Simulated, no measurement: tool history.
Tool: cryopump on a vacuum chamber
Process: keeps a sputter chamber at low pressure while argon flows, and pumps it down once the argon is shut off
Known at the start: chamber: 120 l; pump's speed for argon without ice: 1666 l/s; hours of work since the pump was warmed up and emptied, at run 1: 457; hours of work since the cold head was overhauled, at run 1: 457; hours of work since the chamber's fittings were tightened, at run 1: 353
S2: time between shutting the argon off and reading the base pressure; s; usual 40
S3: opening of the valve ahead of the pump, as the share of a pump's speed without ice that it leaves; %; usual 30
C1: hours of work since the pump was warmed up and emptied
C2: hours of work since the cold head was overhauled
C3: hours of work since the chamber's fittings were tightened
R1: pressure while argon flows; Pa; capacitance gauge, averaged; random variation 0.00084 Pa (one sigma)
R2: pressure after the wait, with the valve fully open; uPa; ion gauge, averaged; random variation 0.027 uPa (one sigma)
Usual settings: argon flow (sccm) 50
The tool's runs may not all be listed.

run 1 hour=0.0 | argon_flow_(sccm)=50 S2=40 S3=30 | C1=457 C2=457 C3=353 | R1=0.1863 R2=1.71
run 2 hour=30.9 | argon_flow_(sccm)=50 S2=40 S3=30 | C1=471 C2=471 C3=367 | R1=0.1858 R2=1.76
run 3 hour=54.4 | argon_flow_(sccm)=50 S2=40 S3=30 | C1=482 C2=482 C3=378 | R1=0.1869 R2=1.82
run 4 hour=82.4 | argon_flow_(sccm)=50 S2=40 S3=30 | C1=495 C2=495 C3=391 | R1=0.1887 R2=1.80
run 5 hour=108.9 | argon_flow_(sccm)=50 S2=40 S3=30 | C1=507 C2=507 C3=403 | R1=0.1880 R2=1.89
run 6 hour=132.2 | argon_flow_(sccm)=50 S2=40 S3=30 | C1=518 C2=518 C3=413 | R1=0.1872 R2=1.80
run 7 hour=151.1 | argon_flow_(sccm)=50 S2=40 S3=30 | C1=526 C2=526 C3=422 | R1=0.1900 R2=1.81
run 8 hour=166.1 | argon_flow_(sccm)=50 S2=40 S3=30 | C1=533 C2=533 C3=429 | R1=0.1897 R2=1.85
run 9 hour=191.0 | argon_flow_(sccm)=50 S2=40 S3=30 | C1=545 C2=545 C3=440 | R1=0.1912 R2=1.92
run 10 hour=219.2 | argon_flow_(sccm)=50 S2=40 S3=30 | C1=558 C2=558 C3=453 | R1=0.1916 R2=1.91
run 11 hour=249.4 | argon_flow_(sccm)=50 S2=40 S3=30 | C1=571 C2=571 C3=467 | R1=0.1916 R2=1.99
run 12 hour=275.9 | argon_flow_(sccm)=50 S2=65 S3=30 | C1=584 C2=584 C3=479 | R1=0.1927 R2=1.56
run 13 hour=308.6 | argon_flow_(sccm)=50 S2=65 S3=16 | C1=599 C2=599 C3=494 | R1=0.3419 R2=1.61
-- hour=331.6 pump warmed up, emptied and cooled again
run 14 hour=331.6 | argon_flow_(sccm)=50 S2=51 S3=30 | C1=0 C2=607 C3=502 | R1=0.1692 R2=1.41
run 15 hour=359.2 | argon_flow_(sccm)=50 S2=51 S3=30 | C1=13 C2=619 C3=515 | R1=0.1699 R2=1.52
run 16 hour=386.3 | argon_flow_(sccm)=29 S2=256 S3=33 | C1=25 C2=632 C3=527 | R1=0.0898 R2=0.91
run 17 hour=406.8 | argon_flow_(sccm)=48 S2=27 S3=30 | C1=34 C2=641 C3=537 | R1=0.1635 R2=2.29
run 18 hour=420.0 | argon_flow_(sccm)=50 S2=53 S3=17 | C1=41 C2=647 C3=543 | R1=0.2994 R2=1.59

The next listed run, before its measurement:
run 19 hour=434.4 | argon_flow_(sccm)=50 S2=53 S3=17 | C1=47 C2=654 C3=549 | R1=? R2=?

R1: 0.3002 Pa
R2: 1.53 uPa
Without the tool's hidden state the same run would have given R1 0.2983 Pa, R2 0.95 uPa.
